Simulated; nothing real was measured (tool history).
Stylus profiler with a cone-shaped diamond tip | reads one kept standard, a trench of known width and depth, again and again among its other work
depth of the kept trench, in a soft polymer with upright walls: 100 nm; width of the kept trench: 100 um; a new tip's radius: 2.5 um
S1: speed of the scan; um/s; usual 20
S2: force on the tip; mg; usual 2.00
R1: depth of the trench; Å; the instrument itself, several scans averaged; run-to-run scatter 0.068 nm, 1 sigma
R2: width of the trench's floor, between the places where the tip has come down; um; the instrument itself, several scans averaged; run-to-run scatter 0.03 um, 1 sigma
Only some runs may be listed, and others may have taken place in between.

| run | hour | S1 | S2 | R1 | R2 |
|---|---|---|---|---|---|
| 1 | 0.0 | 20 | 2.00 | 1013.5 | 98.49 |
| 2 | 51.5 | 20 | 2.00 | 1011.3 | 98.47 |
| 3 | 116.5 | 20 | 1.89 | 1010.9 | 98.51 |
| 4 | 220.1 | 20 | 1.89 | 1012.5 | 98.48 |
| 5 | 298.8 | 20 | 1.89 | 1012.6 | 98.49 |
| 6 | 404.5 | 47 | 2.00 | 1013.6 | 98.36 |
| 7 | 478.0 | 47 | 5.43 | 1023.9 | 98.47 |
| 8 | 561.7 | 10 | 2.00 | 1011.3 | 98.52 |
| 9 | 657.9 | 10 | 2.00 | 1012.9 | 98.58 |
| 10 | 710.3 | 10 | 2.00 | 1011.5 | 98.50 |
| 11 | 760.9 | 10 | 2.00 | 1012.6 | 98.58 |
| 12 | 817.0 | 20 | 2.00 | 1012.3 | 98.47 |
| 13 | 890.5 | 20 | 2.00 | 1011.9 | 98.46 |
| 14 | 939.3 | 20 | 2.00 | 1012.2 | 98.41 |
| 15 | 1030.4 | 20 | 2.00 | 1011.8 | 98.54 |
| 16 | 1136.8 | 20 | 2.00 | 1012.3 | 98.51 |
| 17 | 1190.6 | 55 | 2.89 | 1015.5 | 98.41 |
| 18 | 1280.9 | 18 | 1.29 | 1009.8 | 98.51 |
| 19 | 1374.5 | 7 | 0.72 | 1006.2 | 98.49 |
| 20 | 1461.3 | 8 | 4.49 | 1020.0 | 98.56 |
| 21 | 1531.9 | 8 | 4.49 | 1020.9 | 98.53 |
| 22 | 1638.5 | 5 | 1.96 | 1010.7 | 98.56 |
| 23 | 1703.7 | 5 | 1.96 | 1011.0 | 98.58 |
| 24 | 1776.5 | 5 | 1.96 | 1012.6 | 98.61 |
| 25 | 1851.7 | 9 | 0.96 | 1008.2 | 98.56 |
| 26 | 1930.2 | 21 | 2.09 | 1013.3 | 98.52 |
| 27 | 2034.5 | 7 | 0.93 | 1006.2 | 98.57 |
| 28 | 2115.4 | 7 | 5.51 | 1024.1 | 98.57 |
| 29 | 2166.6 | 6 | 1.50 | 1009.1 | 98.57 |
| 30 | 2248.1 | 8 | 3.62 | 1018.7 | 98.56 |
| 31 | 2335.2 | 7 | 0.80 | 1004.9 | 98.45 |

Between the runs listed above, the log contained 1 entry, not reproduced here. Where in the sequence does each belong, and how does what the log doesn't record of the tool's condition differ from the listed run before to the listed run after?
Between runs 30 and 31: height scale calibrated on a step standard (hour 2295.3)
  height scale over the true one, %: 0.01 -> 0

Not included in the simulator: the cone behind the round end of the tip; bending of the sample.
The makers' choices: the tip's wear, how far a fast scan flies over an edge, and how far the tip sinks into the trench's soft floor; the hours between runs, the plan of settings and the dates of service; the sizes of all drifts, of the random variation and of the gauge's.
